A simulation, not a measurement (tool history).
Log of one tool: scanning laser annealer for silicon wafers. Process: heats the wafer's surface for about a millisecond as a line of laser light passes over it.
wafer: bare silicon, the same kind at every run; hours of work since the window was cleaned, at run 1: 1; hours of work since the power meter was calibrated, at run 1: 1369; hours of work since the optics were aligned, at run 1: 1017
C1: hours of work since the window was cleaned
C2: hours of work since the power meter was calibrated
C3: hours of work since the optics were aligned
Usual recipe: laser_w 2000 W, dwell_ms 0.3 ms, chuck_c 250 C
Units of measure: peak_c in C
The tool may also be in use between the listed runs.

Run 1, hour 0: usual settings; C1 1; C2 1369; C3 1017. Result: peak_c 991 C.
Run 2, hour 34.9: usual settings; C1 19; C2 1387; C3 1036. Result: peak_c 994 C.
Run 3, hour 62.7: usual settings but laser_w 1770 W; C1 34; C2 1402; C3 1051. Result: peak_c 885 C.
Run 4, hour 128.1: usual settings; C1 69; C2 1437; C3 1085. Result: peak_c 985 C.
Run 5, hour 162.3: usual settings; C1 87; C2 1455; C3 1104. Result: peak_c 986 C.
Run 6, hour 228.3: usual settings but dwell_ms 0.266 ms; C1 122; C2 1490; C3 1139. Result: peak_c 940 C.
Run 7, hour 296.7: usual settings but dwell_ms 0.239 ms; C1 159; C2 1526; C3 1175. Result: peak_c 897 C.
Run 8, hour 343.1: usual settings but dwell_ms 0.239 ms; C1 183; C2 1551; C3 1200. Result: peak_c 898 C.
Run 9, hour 374.4: usual settings but chuck_c 221 C; C1 200; C2 1568; C3 1216. Result: peak_c 947 C.
Run 10, hour 422.6: usual settings but chuck_c 221 C; C1 226; C2 1593; C3 1242. Result: peak_c 939 C.
Run 11, hour 477.9: usual settings but laser_w 2010 W; C1 255; C2 1623; C3 1271. Result: peak_c 972 C.
Run 12, hour 536.6: usual settings but chuck_c 247 C; C1 286; C2 1654; C3 1303. Result: peak_c 961 C.
Run 13, hour 586.2: usual settings but chuck_c 247 C; C1 312; C2 1680; C3 1329. Result: peak_c 959 C.
Run 14, hour 624.9: usual settings but dwell_ms 0.246 ms, chuck_c 247 C; C1 333; C2 1701; C3 1350. Result: peak_c 891 C.
Run 15, hour 672.3: usual settings but dwell_ms 0.246 ms, chuck_c 247 C; C1 358; C2 1726; C3 1375. Result: peak_c 887 C.
At hour 698.4: optics aligned, line set to its width.
Run 16, hour 709: usual settings; C1 375; C2 1743; C3 6. Result: peak_c 976 C.
Run 17, hour 769: usual settings; C1 407; C2 1775; C3 38. Result: peak_c 972 C.
Run 18, hour 797.9: usual settings; C1 422; C2 1790; C3 53. Result: peak_c 970 C.
At hour 843.3: window over the wafer cleaned.
Run 19, hour 852: usual settings but laser_w 1862 W; C1 5; C2 1818; C3 81. Result: peak_c 936 C.
Run 20, hour 897.2: usual settings but laser_w 1831 W; C1 29; C2 1842; C3 105. Result: peak_c 922 C.
Run 21, hour 936.7: usual settings but laser_w 1860 W; C1 50; C2 1863; C3 126. Result: peak_c 935 C.
Run 22, hour 984.8: usual settings but laser_w 1974 W, dwell_ms 0.363 ms, chuck_c 217 C; C1 75; C2 1888; C3 151. Result: peak_c 1026 C.
Run 23, hour 1027.6: usual settings but laser_w 1850 W, dwell_ms 0.349 ms, chuck_c 281 C; C1 98; C2 1911; C3 174. Result: peak_c 1009 C.
Run 24, hour 1094.3: usual settings but laser_w 2190 W, dwell_ms 0.232 ms, chuck_c 249 C; C1 133; C2 1947; C3 209. Result: peak_c 974 C.
Run 25, hour 1138.1: usual settings but laser_w 2190 W, dwell_ms 0.232 ms, chuck_c 249 C; C1 157; C2 1970; C3 233. Result: peak_c 971 C.
Run 26, hour 1189.9: usual settings but laser_w 2190 W, dwell_ms 0.232 ms, chuck_c 249 C; C1 184; C2 1997; C3 260. Result: peak_c 972 C.
Run 27, hour 1220.4: usual settings but laser_w 2190 W, dwell_ms 0.232 ms, chuck_c 249 C; C1 200; C2 2014; C3 276. Result: peak_c 969 C.
Run 28, hour 1267.9: usual settings but laser_w 2190 W, dwell_ms 0.232 ms, chuck_c 249 C; C1 226; C2 2039; C3 302. Result: peak_c 965 C.
Run 29, hour 1327: usual settings but laser_w 2177 W, dwell_ms 0.363 ms, chuck_c 242 C; C1 257; C2 2070; C3 333. Result: peak_c 1130 C.
Run 30, hour 1392.7: usual settings but laser_w 1968 W, dwell_ms 0.363 ms, chuck_c 276 C; C1 292; C2 2105; C3 368. Result: peak_c 1059 C.
Run 31, hour 1423.6: usual settings but laser_w 2108 W, chuck_c 267 C; C1 308; C2 2122; C3 384. Result: peak_c 1037 C.
Run 32, hour 1465.6: usual settings but laser_w 2083 W, dwell_ms 0.308 ms, chuck_c 224 C; C1 331; C2 2144; C3 407. Result: peak_c 993 C.
Run 33, hour 1499.5: usual settings but laser_w 1849 W, dwell_ms 0.221 ms, chuck_c 273 C; C1 349; C2 2162; C3 425. Result: peak_c 830 C.
Run 34, hour 1561.2: usual settings but laser_w 1849 W, dwell_ms 0.221 ms, chuck_c 273 C; C1 382; C2 2195; C3 458. Result: peak_c 830 C.
Run 35, hour 1620.6: usual settings but laser_w 1753 W, dwell_ms 0.221 ms, chuck_c 269 C; C1 413; C2 2226; C3 489. Result: peak_c 788 C.
Run 36, hour 1676: usual settings but laser_w 1753 W, dwell_ms 0.221 ms, chuck_c 211 C; C1 443; C2 2256; C3 519. Result: peak_c 731 C.
At hour 1685.8: window over the wafer cleaned.
Run 37, hour 1728.4: usual settings but laser_w 1843 W, dwell_ms 0.262 ms, chuck_c 211 C; C1 23; C2 2283; C3 545. Result: peak_c 839 C.
Run 38, hour 1758.6: usual settings but laser_w 1843 W, dwell_ms 0.262 ms, chuck_c 211 C; C1 39; C2 2299; C3 561. Result: peak_c 838 C.
Run 39, hour 1795.8: usual settings but laser_w 1864 W, dwell_ms 0.221 ms, chuck_c 267 C; C1 58; C2 2318; C3 581. Result: peak_c 853 C.
Run 40, hour 1838.3: usual settings but dwell_ms 0.219 ms; C1 81; C2 2341; C3 604. Result: peak_c 878 C.
Run 41, hour 1879.8: usual settings but dwell_ms 0.219 ms; C1 103; C2 2363; C3 626. Result: peak_c 880 C.
Run 42, hour 1942.2: usual settings but dwell_ms 0.219 ms; C1 136; C2 2396; C3 659. Result: peak_c 875 C.

Consider 3 possible next runs. They are alternatives, not a sequence: every one starts from the tool as it was left by run 42. What does each give?
Run A, hour 1983.9: usual settings but dwell_ms 0.22 ms; C1 158; C2 2418; C3 681. Result: peak_c ?.
Run B, hour 1983.9: usual settings but laser_w 2076 W, dwell_ms 0.304 ms, chuck_c 245 C; C1 158; C2 2418; C3 681. Result: peak_c ?.
Run C, hour 1983.9: usual settings but laser_w 1912 W, chuck_c 283 C; C1 158; C2 2418; C3 681. Result: peak_c ?.

run  peak_c
  A     876
  B    1016
  C     974
Take away the tool's hidden state, keep each run's random variation, and the runs would have read:
run  peak_c
  A     906
  B    1053
  C    1007

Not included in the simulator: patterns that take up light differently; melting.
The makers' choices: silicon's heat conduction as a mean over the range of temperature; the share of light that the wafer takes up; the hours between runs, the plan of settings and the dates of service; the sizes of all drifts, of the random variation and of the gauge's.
